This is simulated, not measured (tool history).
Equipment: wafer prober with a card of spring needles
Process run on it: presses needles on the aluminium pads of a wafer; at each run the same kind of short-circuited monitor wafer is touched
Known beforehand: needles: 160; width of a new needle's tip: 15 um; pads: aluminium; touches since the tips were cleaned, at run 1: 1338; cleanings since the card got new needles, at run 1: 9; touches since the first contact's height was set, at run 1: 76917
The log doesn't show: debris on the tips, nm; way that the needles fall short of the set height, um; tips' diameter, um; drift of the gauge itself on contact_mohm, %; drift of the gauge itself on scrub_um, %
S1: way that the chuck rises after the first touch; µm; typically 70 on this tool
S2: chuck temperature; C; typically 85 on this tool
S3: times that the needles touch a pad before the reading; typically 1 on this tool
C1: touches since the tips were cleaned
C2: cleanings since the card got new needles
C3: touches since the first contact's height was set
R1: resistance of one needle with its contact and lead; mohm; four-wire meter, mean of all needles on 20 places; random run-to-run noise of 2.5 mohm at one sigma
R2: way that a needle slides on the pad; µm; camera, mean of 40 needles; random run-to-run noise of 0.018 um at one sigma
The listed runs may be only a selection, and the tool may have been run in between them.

run 1 hour=0 | S1=70 S2=85 S3=1 | C1=1338 C2=9 C3=76917 | R1=301 R2=18.6
-- hour=15.2 tips cleaned on abrasive film
run 2 hour=15.2 | S1=70 S2=85 S3=1 | C1=0 C2=10 C3=83132 | R1=344 R2=18.56
run 3 hour=29.6 | S1=70 S2=85 S3=3 | C1=5890 C2=10 C3=89022 | R1=300 R2=18.56
-- hour=33.5 tips cleaned on abrasive film
run 4 hour=42.5 | S1=70 S2=85 S3=3 | C1=3687 C2=11 C3=94306 | R1=293 R2=18.54
run 5 hour=50.2 | S1=70 S2=85 S3=3 | C1=6839 C2=11 C3=97458 | R1=291 R2=18.52
-- hour=52.6 tips cleaned on abrasive film
run 6 hour=60.5 | S1=70 S2=85 S3=3 | C1=3254 C2=12 C3=101674 | R1=296 R2=18.51
run 7 hour=67.9 | S1=70 S2=85 S3=2 | C1=6293 C2=12 C3=104713 | R1=302 R2=18.56
-- hour=70.9 tips cleaned on abrasive film
run 8 hour=74.5 | S1=70 S2=85 S3=2 | C1=1495 C2=13 C3=107377 | R1=296 R2=18.51
run 9 hour=88.9 | S1=60 S2=85 S3=2 | C1=7402 C2=13 C3=113284 | R1=314 R2=15.85
-- hour=89.6 tips cleaned on abrasive film
-- hour=98.4 tips cleaned on abrasive film, once more
run 10 hour=102.2 | S1=60 S2=85 S3=2 | C1=1585 C2=15 C3=118685 | R1=298 R2=15.8
run 11 hour=112.3 | S1=60 S2=85 S3=2 | C1=5733 C2=15 C3=122833 | R1=319 R2=15.82
-- hour=116.7 tips cleaned on abrasive film
run 12 hour=126.7 | S1=57 S2=85 S3=1 | C1=4108 C2=16 C3=128714 | R1=336 R2=14.97
-- hour=135.1 tips cleaned on abrasive film
run 13 hour=137 | S1=84 S2=85 S3=1 | C1=783 C2=17 C3=132902 | R1=289 R2=22.21
run 14 hour=148.4 | S1=84 S2=85 S3=1 | C1=5466 C2=17 C3=137585 | R1=318 R2=22.23
-- hour=153.8 tips cleaned on abrasive film
run 15 hour=159.5 | S1=70 S2=85 S3=1 | C1=2321 C2=18 C3=142097 | R1=307 R2=18.44
run 16 hour=168.3 | S1=89 S2=85 S3=3 | C1=5937 C2=18 C3=145713 | R1=291 R2=23.48
-- hour=172.2 tips cleaned on abrasive film
run 17 hour=175.7 | S1=70 S2=49 S3=2 | C1=1453 C2=19 C3=148732 | R1=283 R2=18.44
run 18 hour=184.2 | S1=70 S2=49 S3=2 | C1=4924 C2=19 C3=152203 | R1=293 R2=18.45
-- hour=190.8 tips cleaned on abrasive film
run 19 hour=191.6 | S1=70 S2=33 S3=1 | C1=295 C2=20 C3=155200 | R1=274 R2=18.43
-- hour=199 height of the first contact set anew
run 20 hour=204.3 | S1=63 S2=85 S3=1 | C1=5412 C2=20 C3=2184 | R1=326 R2=16.85
-- hour=209.5 tips cleaned on abrasive film
run 21 hour=211.6 | S1=63 S2=85 S3=1 | C1=860 C2=21 C3=5150 | R1=298 R2=16.83
run 22 hour=226 | S1=67 S2=34 S3=1 | C1=6769 C2=21 C3=11059 | R1=318 R2=17.92
-- hour=228.4 tips cleaned on abrasive film
run 23 hour=241 | S1=78 S2=123 S3=2 | C1=5187 C2=22 C3=17178 | R1=307 R2=20.83
-- hour=247.4 tips cleaned on abrasive film
run 24 hour=248.7 | S1=78 S2=123 S3=2 | C1=529 C2=23 C3=20319 | R1=295 R2=20.82

For run 25, what comes out?
run 25 hour=255.8 | S1=86 S2=58 S3=1 | C1=3453 C2=23 C3=23243 | R1=? R2=?

For run 25 the tool returned R1 296 mohm, R2 22.97 µm.
Without the tool's hidden state the same run would have given R1 269 mohm, R2 23.01 µm.

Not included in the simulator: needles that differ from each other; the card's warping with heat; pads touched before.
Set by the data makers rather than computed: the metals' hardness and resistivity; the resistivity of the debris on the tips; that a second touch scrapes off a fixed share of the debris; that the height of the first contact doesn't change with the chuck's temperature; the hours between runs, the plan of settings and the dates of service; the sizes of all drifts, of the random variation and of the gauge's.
